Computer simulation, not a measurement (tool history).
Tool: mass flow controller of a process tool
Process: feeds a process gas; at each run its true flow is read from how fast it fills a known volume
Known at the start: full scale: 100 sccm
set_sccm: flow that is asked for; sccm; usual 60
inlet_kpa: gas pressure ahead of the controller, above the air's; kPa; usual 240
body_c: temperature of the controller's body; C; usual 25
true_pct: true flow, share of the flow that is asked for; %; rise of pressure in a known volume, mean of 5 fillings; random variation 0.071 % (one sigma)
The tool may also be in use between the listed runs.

run,hour,set_sccm,inlet_kpa,body_c,true_pct
1,0,60,240,25,101.68
2,222.1,60,240,25,101.9
3,380.9,19,240,25,104
4,670.7,19,240,25,104.07
5,804.3,60,240,25,101.92
6,932.2,60,240,33,101.3
7,1058.8,60,240,33,101.23
8,1291.2,60,240,34,101.17
9,1512.1,60,240,34,101.26
10,1791.9,60,152,34,101.16
11,2091.7,60,152,34,101.21
12,2309,60,240,25,102.31
13,2519.6,60,240,25,102.42
14,2813.8,60,240,25,102.42
15,2961.9,98,266,25,102.38
16,3108.7,55,179,25,102.36
17,3406.1,55,179,25,102.53
18,3640.2,98,201,27,102.34
19,3877,98,247,27,102.21
20,4051.2,98,247,27,102.34
21,4195.8,20,227,27,105.23
22,4448.3,20,227,27,105.08
23,4643.7,60,187,25,102.67
24,4808.9,60,180,27,102.51
25,4988.2,60,180,27,102.53
26,5271.5,23,261,27,105.04
27,5534.2,16,216,36,106
28,5804.8,26,186,26,104.62

Forecast each of these 3 alternatives for the next run:
A,6101.6,15,233,38,?
B,6101.6,42,240,34,?
C,6101.6,63,179,26,?

run,true_pct
A,106.75
B,102.72
C,102.78
Without the tool's hidden state the same runs would have given:
run,true_pct
A,97.53
B,98.32
C,99.27
